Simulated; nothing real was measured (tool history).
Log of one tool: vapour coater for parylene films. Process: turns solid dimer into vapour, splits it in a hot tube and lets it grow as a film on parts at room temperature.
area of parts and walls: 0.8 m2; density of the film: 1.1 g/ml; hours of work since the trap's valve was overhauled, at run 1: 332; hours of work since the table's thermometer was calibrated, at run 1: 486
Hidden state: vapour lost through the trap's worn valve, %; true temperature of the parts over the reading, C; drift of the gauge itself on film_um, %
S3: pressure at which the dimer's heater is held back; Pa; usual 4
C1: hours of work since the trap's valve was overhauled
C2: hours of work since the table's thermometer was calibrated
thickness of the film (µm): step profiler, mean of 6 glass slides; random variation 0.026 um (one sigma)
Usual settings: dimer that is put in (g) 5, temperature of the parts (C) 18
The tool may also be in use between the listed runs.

{"run": 1, "hour": 0.0, "dimer that is put in (g)": 5, "temperature of the parts (C)": 18, "S3": 4, "C1": 332, "C2": 486, "thickness of the film (µm)": 2.99}
{"run": 2, "hour": 10.6, "dimer that is put in (g)": 2, "temperature of the parts (C)": 18, "S3": 4, "C1": 340, "C2": 494, "thickness of the film (µm)": 1.19}
{"run": 3, "hour": 25.7, "dimer that is put in (g)": 2, "temperature of the parts (C)": 18, "S3": 4, "C1": 352, "C2": 506, "thickness of the film (µm)": 1.16}
{"run": 4, "hour": 35.5, "dimer that is put in (g)": 2, "temperature of the parts (C)": 18, "S3": 4, "C1": 359, "C2": 513, "thickness of the film (µm)": 1.19}
{"hour": 40.7, "done": "trap's valve overhauled"}
{"run": 5, "hour": 50.5, "dimer that is put in (g)": 2, "temperature of the parts (C)": 18, "S3": 4, "C1": 8, "C2": 522, "thickness of the film (µm)": 1.16}
{"run": 6, "hour": 62.7, "dimer that is put in (g)": 4, "temperature of the parts (C)": 18, "S3": 4, "C1": 17, "C2": 531, "thickness of the film (µm)": 2.3}
{"run": 7, "hour": 71.2, "dimer that is put in (g)": 4, "temperature of the parts (C)": 18, "S3": 4, "C1": 24, "C2": 538, "thickness of the film (µm)": 2.3}
{"run": 8, "hour": 78.9, "dimer that is put in (g)": 4, "temperature of the parts (C)": 10, "S3": 4, "C1": 30, "C2": 544, "thickness of the film (µm)": 2.79}
{"run": 9, "hour": 87.2, "dimer that is put in (g)": 3, "temperature of the parts (C)": 18, "S3": 6.03, "C1": 36, "C2": 550, "thickness of the film (µm)": 1.61}
{"hour": 97.4, "done": "trap's valve overhauled, once more"}
{"run": 10, "hour": 98.3, "dimer that is put in (g)": 2, "temperature of the parts (C)": 18, "S3": 2.72, "C1": 1, "C2": 556, "thickness of the film (µm)": 1.37}
{"run": 11, "hour": 106.9, "dimer that is put in (g)": 6, "temperature of the parts (C)": 18, "S3": 2.72, "C1": 7, "C2": 563, "thickness of the film (µm)": 4.13}
{"run": 12, "hour": 113.8, "dimer that is put in (g)": 3, "temperature of the parts (C)": 13, "S3": 10.48, "C1": 13, "C2": 568, "thickness of the film (µm)": 1.84}
{"run": 13, "hour": 125.0, "dimer that is put in (g)": 3, "temperature of the parts (C)": 13, "S3": 10.48, "C1": 21, "C2": 577, "thickness of the film (µm)": 1.84}

Forecast each of these 3 alternatives for the next run:
{"run": "A", "hour": 139.0, "dimer that is put in (g)": 3, "temperature of the parts (C)": 21, "S3": 6.54, "C1": 32, "C2": 588, "thickness of the film (µm)": "?"}
{"run": "B", "hour": 139.0, "dimer that is put in (g)": 7, "temperature of the parts (C)": 13, "S3": 9.83, "C1": 32, "C2": 588, "thickness of the film (µm)": "?"}
{"run": "C", "hour": 139.0, "dimer that is put in (g)": 6, "temperature of the parts (C)": 18, "S3": 5.91, "C1": 32, "C2": 588, "thickness of the film (µm)": "?"}

run=A thickness_of_the_film_(µm)=1.61
run=B thickness_of_the_film_(µm)=4.28
run=C thickness_of_the_film_(µm)=3.56
Without the tool's hidden state the same runs would have given:
run=A thickness_of_the_film_(µm)=1.61
run=B thickness_of_the_film_(µm)=4.28
run=C thickness_of_the_film_(µm)=3.55
